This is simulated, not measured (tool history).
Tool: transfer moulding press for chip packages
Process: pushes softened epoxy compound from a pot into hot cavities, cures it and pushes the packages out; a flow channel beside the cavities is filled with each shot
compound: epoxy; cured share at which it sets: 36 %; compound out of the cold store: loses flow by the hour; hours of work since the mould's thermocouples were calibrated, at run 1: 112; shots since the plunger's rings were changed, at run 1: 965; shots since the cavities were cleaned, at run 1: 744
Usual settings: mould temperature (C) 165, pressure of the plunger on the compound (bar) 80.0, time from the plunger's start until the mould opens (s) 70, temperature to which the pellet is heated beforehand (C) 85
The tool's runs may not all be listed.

run   hour  mould temperature (C)  pressure of the plunger on the compound (bar)  time from the plunger's start until the mould opens (s)  temperature to which the pellet is heated beforehand (C)  hours of work since the mould's thermocouples were calibrated  shots since the plunger's rings were changed  shots since the cavities were cleaned  incoming compound's hours out of the cold store  length that the compound runs in the flow channel (mm)  greatest force on the pins that push the packages out (N)
  1    0.0                    165                                           80.0                                                       70                                                        85                                                            112                                           965                                    744                                             26.7                                                     663                                                        553
      12.1  -- cavities cleaned with cleaning compound and waxed
  2   15.5                    165                                           80.0                                                       70                                                        85                                                            123                                          1210                                     59                                             16.0                                                     704                                                        578
  3   41.9                    165                                           80.0                                                       70                                                        85                                                            143                                          1669                                    518                                             42.6                                                     605                                                        548
  4   56.2                    165                                           80.0                                                       70                                                        85                                                            154                                          1919                                    768                                             23.5                                                     678                                                        571
      66.6  -- cavities cleaned with cleaning compound and waxed
  5   81.7                    165                                           80.0                                                       70                                                        85                                                            173                                          2338                                    263                                             47.5                                                     594                                                        536
  6  103.0                    165                                           80.0                                                       70                                                        85                                                            189                                          2710                                    635                                             40.7                                                     613                                                        523
     120.2  -- cavities cleaned with cleaning compound and waxed
  7  125.9                    165                                           80.0                                                       70                                                        85                                                            206                                          3084                                    100                                             34.4                                                     629                                                        539
  8  146.4                    165                                           80.0                                                       70                                                        85                                                            222                                          3441                                    457                                             46.3                                                     596                                                        536
  9  168.3                    165                                           80.0                                                       70                                                        85                                                            239                                          3822                                    838                                             16.0                                                     699                                                        558
     174.0  -- cavities cleaned with cleaning compound and waxed
 10  187.1                    165                                           80.0                                                       70                                                        85                                                            252                                          4124                                    229                                             13.9                                                     720                                                        573
 11  211.9                    165                                           80.0                                                       70                                                        85                                                            272                                          4556                                    661                                             25.9                                                     665                                                        551
     226.3  -- cavities cleaned with cleaning compound and waxed
 12  228.6                    165                                           80.0                                                       70                                                        85                                                            283                                          4823                                     41                                             44.1                                                     604                                                        529
 13  250.6                    165                                           80.0                                                       70                                                        85                                                            301                                          5206                                    424                                             44.6                                                     599                                                        544
 14  268.3                    165                                           80.0                                                       70                                                        85                                                            314                                          5515                                    733                                             13.6                                                     720                                                        579
     273.7  -- plunger's sealing rings changed
     283.3  -- cavities cleaned with cleaning compound and waxed
 15  285.8                    169                                           88.1                                                       85                                                        90                                                            325                                           185                                     44                                             13.9                                                     742                                                        414
 16  312.5                    169                                           94.1                                                       70                                                        80                                                            345                                           651                                    510                                             16.3                                                     762                                                        509
     337.9  -- cavities cleaned with cleaning compound and waxed
 17  345.3                    169                                           87.7                                                       70                                                        85                                                            370                                          1197                                    128                                             21.6                                                     708                                                        486
 18  374.2                    160                                           80.0                                                       62                                                        81                                                            392                                          1701                                    632                                             13.1                                                     727                                                       1127
 19  387.7                    165                                           91.4                                                       70                                                        85                                                            403                                          1936                                    867                                             15.4                                                     763                                                        575
     391.1  -- cavities cleaned with cleaning compound and waxed
 20  415.5                    167                                           80.0                                                       70                                                        85                                                            423                                          2395                                    426                                             24.6                                                     667                                                        514
 21  433.4                    165                                           84.3                                                       74                                                        84                                                            437                                          2707                                    738                                             37.8                                                     638                                                        501
     444.1  -- cavities cleaned with cleaning compound and waxed
 22  450.2                    160                                           72.5                                                       59                                                        76                                                            449                                          2975                                    107                                             31.8                                                     623                                                       1154
     455.7  -- mould's thermocouples calibrated
 23  466.4                    160                                           72.5                                                       59                                                        76                                                              8                                          3221                                    353                                              8.1                                                     714                                                       1343
 24  481.0                    168                                           60.4                                                      105                                                        85                                                             20                                          3477                                    609                                             44.2                                                     521                                                        448
 25  496.3                    165                                           92.5                                                       64                                                        85                                                             32                                          3744                                    876                                             25.5                                                     715                                                        659
     499.3  -- cavities cleaned with cleaning compound and waxed
 26  519.7                    160                                           81.1                                                       84                                                        87                                                             49                                          4126                                    357                                              9.6                                                     753                                                        516
 27  542.5                    160                                           60.6                                                       70                                                        85                                                             66                                          4524                                    755                                             11.5                                                     645                                                        795

Forecast each of these 5 alternatives for the next run:
     551.8  -- cavities cleaned with cleaning compound and waxed
  A  558.9                    160                                           92.9                                                       70                                                        85                                                             78                                          4784                                    125                                             17.8                                                       ?                                                          ?
     551.8  -- cavities cleaned with cleaning compound and waxed
  B  558.9                    160                                           95.5                                                       72                                                        85                                                             78                                          4784                                    125                                             29.6                                                       ?                                                          ?
     551.8  -- cavities cleaned with cleaning compound and waxed
  C  558.9                    160                                           66.8                                                       70                                                        85                                                             78                                          4784                                    125                                             37.8                                                       ?                                                          ?
     551.8  -- cavities cleaned with cleaning compound and waxed
  D  558.9                    171                                           92.4                                                       70                                                        85                                                             78                                          4784                                    125                                             11.5                                                       ?                                                          ?
     551.8  -- cavities cleaned with cleaning compound and waxed
  E  558.9                    159                                           60.6                                                       70                                                        79                                                             78                                          4784                                    125                                             18.8                                                       ?                                                          ?

run  length that the compound runs in the flow channel (mm)  greatest force on the pins that push the packages out (N)
  A                                                     765                                                        756
  B                                                     724                                                        673
  C                                                     580                                                        701
  D                                                     768                                                        456
  E                                                     617                                                        875
Without the tool's hidden state the same runs would have given:
run  length that the compound runs in the flow channel (mm)  greatest force on the pins that push the packages out (N)
  A                                                     766                                                        753
  B                                                     724                                                        670
  C                                                     581                                                        698
  D                                                     769                                                        454
  E                                                     617                                                        871
